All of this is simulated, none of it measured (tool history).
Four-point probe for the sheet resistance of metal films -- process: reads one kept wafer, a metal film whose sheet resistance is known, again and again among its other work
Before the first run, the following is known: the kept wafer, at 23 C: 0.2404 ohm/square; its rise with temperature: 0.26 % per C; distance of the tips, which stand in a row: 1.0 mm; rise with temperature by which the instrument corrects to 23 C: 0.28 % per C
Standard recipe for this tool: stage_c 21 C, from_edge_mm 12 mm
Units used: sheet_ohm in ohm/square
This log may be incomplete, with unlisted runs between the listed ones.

{"run": 1, "hour": 0.0, "stage_c": 21, "from_edge_mm": 12, "sheet_ohm": 0.24234}
{"run": 2, "hour": 32.3, "stage_c": 21, "from_edge_mm": 12, "sheet_ohm": 0.24239}
{"run": 3, "hour": 96.7, "stage_c": 21, "from_edge_mm": 12, "sheet_ohm": 0.2424}
{"run": 4, "hour": 129.4, "stage_c": 21, "from_edge_mm": 12, "sheet_ohm": 0.24239}
{"run": 5, "hour": 186.5, "stage_c": 21, "from_edge_mm": 15, "sheet_ohm": 0.242057}
{"run": 6, "hour": 214.5, "stage_c": 21, "from_edge_mm": 15, "sheet_ohm": 0.242196}
{"run": 7, "hour": 253.1, "stage_c": 21, "from_edge_mm": 15, "sheet_ohm": 0.242125}
{"run": 8, "hour": 311.4, "stage_c": 21, "from_edge_mm": 12, "sheet_ohm": 0.242487}
{"run": 9, "hour": 355.2, "stage_c": 21, "from_edge_mm": 12, "sheet_ohm": 0.242518}
{"run": 10, "hour": 405.9, "stage_c": 19, "from_edge_mm": 12, "sheet_ohm": 0.242607}
{"run": 11, "hour": 466.8, "stage_c": 19, "from_edge_mm": 12, "sheet_ohm": 0.242672}
{"run": 12, "hour": 498.7, "stage_c": 19, "from_edge_mm": 12, "sheet_ohm": 0.242657}
{"run": 13, "hour": 546.8, "stage_c": 19, "from_edge_mm": 12, "sheet_ohm": 0.242784}
{"run": 14, "hour": 579.1, "stage_c": 21, "from_edge_mm": 12, "sheet_ohm": 0.242667}
{"run": 15, "hour": 641.4, "stage_c": 21, "from_edge_mm": 12, "sheet_ohm": 0.242657}
{"run": 16, "hour": 667.8, "stage_c": 21, "from_edge_mm": 40, "sheet_ohm": 0.241853}
{"run": 17, "hour": 731.2, "stage_c": 21, "from_edge_mm": 40, "sheet_ohm": 0.241852}
{"run": 18, "hour": 785.6, "stage_c": 21, "from_edge_mm": 12, "sheet_ohm": 0.2427}
{"run": 19, "hour": 840.5, "stage_c": 21, "from_edge_mm": 12, "sheet_ohm": 0.242751}
{"run": 20, "hour": 879.5, "stage_c": 21, "from_edge_mm": 10, "sheet_ohm": 0.241523}
{"run": 21, "hour": 932.2, "stage_c": 21, "from_edge_mm": 5, "sheet_ohm": 0.245271}
{"run": 22, "hour": 958.1, "stage_c": 22, "from_edge_mm": 7, "sheet_ohm": 0.242864}
{"run": 23, "hour": 985.7, "stage_c": 34, "from_edge_mm": 44, "sheet_ohm": 0.239621}
{"run": 24, "hour": 1038.5, "stage_c": 22, "from_edge_mm": 6, "sheet_ohm": 0.243823}
{"run": 25, "hour": 1100.4, "stage_c": 24, "from_edge_mm": 9, "sheet_ohm": 0.241837}
{"run": 26, "hour": 1137.0, "stage_c": 34, "from_edge_mm": 45, "sheet_ohm": 0.239804}
{"run": 27, "hour": 1197.6, "stage_c": 19, "from_edge_mm": 5, "sheet_ohm": 0.24563}
{"run": 28, "hour": 1224.8, "stage_c": 29, "from_edge_mm": 70, "sheet_ohm": 0.239787}
{"run": 29, "hour": 1277.9, "stage_c": 25, "from_edge_mm": 59, "sheet_ohm": 0.240004}
{"run": 30, "hour": 1332.6, "stage_c": 34, "from_edge_mm": 69, "sheet_ohm": 0.239617}
{"run": 31, "hour": 1377.0, "stage_c": 24, "from_edge_mm": 71, "sheet_ohm": 0.240146}
{"run": 32, "hour": 1425.6, "stage_c": 24, "from_edge_mm": 55, "sheet_ohm": 0.240064}
{"run": 33, "hour": 1471.2, "stage_c": 22, "from_edge_mm": 43, "sheet_ohm": 0.240308}
{"run": 34, "hour": 1532.8, "stage_c": 26, "from_edge_mm": 6, "sheet_ohm": 0.243551}
{"run": 35, "hour": 1585.7, "stage_c": 26, "from_edge_mm": 12, "sheet_ohm": 0.24092}
{"run": 36, "hour": 1614.7, "stage_c": 31, "from_edge_mm": 37, "sheet_ohm": 0.239872}
{"run": 37, "hour": 1677.2, "stage_c": 31, "from_edge_mm": 37, "sheet_ohm": 0.239925}
{"run": 38, "hour": 1720.6, "stage_c": 20, "from_edge_mm": 7, "sheet_ohm": 0.243078}
{"run": 39, "hour": 1780.4, "stage_c": 25, "from_edge_mm": 74, "sheet_ohm": 0.24018}
{"run": 40, "hour": 1813.1, "stage_c": 21, "from_edge_mm": 6, "sheet_ohm": 0.243938}
{"run": 41, "hour": 1862.2, "stage_c": 32, "from_edge_mm": 69, "sheet_ohm": 0.239937}

Withheld: 3 entries from between the runs. Position of each, and hidden state at the listed run before versus the listed run after:
After run 19, before run 20: new probe head fitted (hour 850.7)
  inner tips' distance over the nominal, %: 0.45 -> -0.191; tips' flats over new ones', %: 130 -> 1; wafer's true temperature over the reading, C: 0.29 -> 0.3
  what was measured, less what the result would be without the hidden state, sheet_ohm: +0.001358 -> -0.000315 ohm/square
After run 22, before run 23: stage's thermometer calibrated (hour 963.1)
  inner tips' distance over the nominal, %: -0.178 -> -0.173; tips' flats over new ones', %: 3 -> 4; wafer's true temperature over the reading, C: 0.31 -> 0.4
  what was measured, less what the result would be without the hidden state, sheet_ohm: -0.000273 -> -0.00021 ohm/square
After run 27, before run 28: stage's thermometer calibrated, once more (hour 1211.4)
  inner tips' distance over the nominal, %: -0.139 -> -0.134; tips' flats over new ones', %: 10 -> 11; wafer's true temperature over the reading, C: 0.43 -> -0.05
  what was measured, less what the result would be without the hidden state, sheet_ohm: -0.000094 -> -0.000381 ohm/square
